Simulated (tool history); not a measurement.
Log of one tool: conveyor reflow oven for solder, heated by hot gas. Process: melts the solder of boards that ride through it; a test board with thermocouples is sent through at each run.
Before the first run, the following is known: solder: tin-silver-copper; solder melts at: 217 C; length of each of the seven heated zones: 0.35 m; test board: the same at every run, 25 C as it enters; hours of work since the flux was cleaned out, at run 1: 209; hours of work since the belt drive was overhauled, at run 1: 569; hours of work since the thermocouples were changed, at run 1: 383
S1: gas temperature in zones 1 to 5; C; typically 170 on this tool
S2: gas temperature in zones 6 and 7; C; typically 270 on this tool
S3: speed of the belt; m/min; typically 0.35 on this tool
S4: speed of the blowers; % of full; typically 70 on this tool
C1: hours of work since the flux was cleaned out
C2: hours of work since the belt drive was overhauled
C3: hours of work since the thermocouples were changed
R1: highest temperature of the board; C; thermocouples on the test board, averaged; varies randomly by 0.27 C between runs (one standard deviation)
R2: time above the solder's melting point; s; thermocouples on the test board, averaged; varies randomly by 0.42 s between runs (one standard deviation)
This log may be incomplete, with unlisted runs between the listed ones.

| run | hour | S1 | S2 | S3 | S4 | C1 | C2 | C3 | R1 | R2 |
|---|---|---|---|---|---|---|---|---|---|---|
| 1 | 0 | 170 | 270 | 0.35 | 70 | 209 | 569 | 383 | 259.3 | 98.5 |
|  | 25.1 | flux residue cleaned out of gas plates and filters |
| 2 | 28.1 | 170 | 270 | 0.35 | 70 | 2 | 586 | 400 | 259.9 | 98 |
| 3 | 39.4 | 170 | 270 | 0.35 | 70 | 10 | 594 | 408 | 259.6 | 97.9 |
| 4 | 51.9 | 170 | 270 | 0.35 | 70 | 19 | 603 | 417 | 259.9 | 98.4 |
| 5 | 66.7 | 170 | 270 | 0.35 | 70 | 30 | 613 | 428 | 259.7 | 98.3 |
| 6 | 86.7 | 170 | 270 | 0.298 | 70 | 44 | 628 | 442 | 263.2 | 120.3 |
| 7 | 106.5 | 170 | 270 | 0.298 | 70 | 59 | 642 | 456 | 263.3 | 121 |
| 8 | 119.8 | 170 | 270 | 0.408 | 70 | 68 | 652 | 466 | 255.8 | 79 |
| 9 | 142.4 | 170 | 270 | 0.408 | 70 | 84 | 668 | 482 | 255.4 | 78.6 |
| 10 | 153.4 | 170 | 270 | 0.35 | 70 | 92 | 676 | 490 | 259.4 | 97.7 |
| 11 | 178.3 | 170 | 264 | 0.35 | 70 | 110 | 694 | 508 | 254.1 | 93.1 |
| 12 | 204.2 | 170 | 264 | 0.35 | 70 | 129 | 712 | 527 | 254.2 | 92.5 |
| 13 | 215.7 | 170 | 264 | 0.35 | 70 | 137 | 721 | 535 | 254.1 | 92.2 |
| 14 | 240.8 | 170 | 264 | 0.384 | 70 | 155 | 739 | 553 | 251.8 | 81.6 |
|  | 253.4 | thermocouples of zones 6 and 7 changed |
| 15 | 263.7 | 170 | 264 | 0.384 | 70 | 170 | 754 | 7 | 252.1 | 81.6 |
| 16 | 287.8 | 172 | 270 | 0.416 | 70 | 187 | 771 | 25 | 254.9 | 78.6 |
| 17 | 309.5 | 175 | 275 | 0.313 | 82 | 203 | 787 | 40 | 268.6 | 121.5 |
| 18 | 329.5 | 170 | 273 | 0.35 | 70 | 217 | 801 | 55 | 262.5 | 99.8 |
|  | 342.3 | flux residue cleaned out of gas plates and filters |
| 19 | 353.4 | 170 | 273 | 0.35 | 70 | 8 | 815 | 68 | 262.6 | 100.4 |
| 20 | 376.1 | 170 | 263 | 0.35 | 61 | 24 | 831 | 85 | 252 | 91.2 |
| 21 | 387.6 | 170 | 277 | 0.369 | 57 | 33 | 839 | 93 | 263 | 94.8 |
| 22 | 406.9 | 182 | 270 | 0.35 | 70 | 46 | 853 | 107 | 261.1 | 105.7 |
| 23 | 424.8 | 170 | 270 | 0.35 | 75 | 59 | 866 | 120 | 260.2 | 98.2 |
| 24 | 436.7 | 162 | 268 | 0.292 | 73 | 68 | 874 | 128 | 261.6 | 118.6 |
| 25 | 457.8 | 162 | 268 | 0.292 | 50 | 83 | 890 | 143 | 258.6 | 112.4 |
| 26 | 478.8 | 162 | 268 | 0.362 | 50 | 98 | 905 | 159 | 252.9 | 82.8 |
| 27 | 491.2 | 162 | 268 | 0.362 | 50 | 107 | 914 | 167 | 252.6 | 82.4 |
| 28 | 510.1 | 162 | 268 | 0.362 | 50 | 121 | 927 | 181 | 252.3 | 83.1 |
| 29 | 527.8 | 168 | 270 | 0.35 | 65 | 133 | 940 | 194 | 258.6 | 96.1 |
| 30 | 539.5 | 179 | 270 | 0.35 | 70 | 142 | 948 | 202 | 260.8 | 102.7 |

For each entry between runs, how does the tool's hidden state at the last listed run before it compare with that at the first listed run after it?
Runs 1 to 2: flux residue cleaned out of gas plates and filters (hour 25.1)
  heat that the gas passes to the board, % of a clean oven's: 99.4 -> 99.9; belt's true speed, % of the reading: 99.91 -> 99.9
Runs 14 to 15: thermocouples of zones 6 and 7 changed (hour 253.4)
  no hidden state differs between the two runs
Runs 18 to 19: flux residue cleaned out of gas plates and filters (hour 342.3)
  heat that the gas passes to the board, % of a clean oven's: 99.4 -> 99.9
